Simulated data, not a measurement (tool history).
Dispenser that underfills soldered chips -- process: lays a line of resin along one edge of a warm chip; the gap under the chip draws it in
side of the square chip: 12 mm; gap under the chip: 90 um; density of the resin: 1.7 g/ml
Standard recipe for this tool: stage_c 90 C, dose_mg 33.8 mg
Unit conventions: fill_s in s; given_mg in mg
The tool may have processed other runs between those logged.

| run | hour | stage_c | dose_mg | fill_s | given_mg |
|---|---|---|---|---|---|
| 1 | 0 | 90 | 33.8 | 119.9 | 32.09 |
| 2 | 5.8 | 90 | 33.8 | 163.5 | 31.82 |
|  | 7.7 | new syringe of resin |
| 3 | 9.2 | 90 | 41.5 | 108.5 | 38.9 |
| 4 | 12.1 | 90 | 41.5 | 124.9 | 38.95 |
| 5 | 17.4 | 90 | 41.5 | 163.8 | 38.98 |
|  | 18 | new syringe of resin |
| 6 | 22.4 | 90 | 41.5 | 129.6 | 38.73 |
| 7 | 26.3 | 90 | 29.7 | 165.9 | 27.57 |
|  | 28.4 | new syringe of resin |
| 8 | 31.5 | 90 | 29.7 | 125.7 | 27.68 |
|  | 33.3 | dispensing valve cleaned and set on the balance |
| 9 | 36.8 | 90 | 29.7 | 155.1 | 29.47 |
|  | 39.7 | new syringe of resin |
| 10 | 39.7 | 90 | 33.8 | 103.8 | 33.74 |
| 11 | 43.8 | 90 | 33.8 | 127.2 | 33.67 |

The next listed run, before its measurement:
|  | 49.9 | new syringe of resin |
| 12 | 50.1 | 90 | 33.8 | ? | ? |

Logged for run 12: fill_s 104.5 s, given_mg 33.59 mg.
With no hidden state in the tool, this same run would have given fill_s 103.9 s, given_mg 33.83 mg.
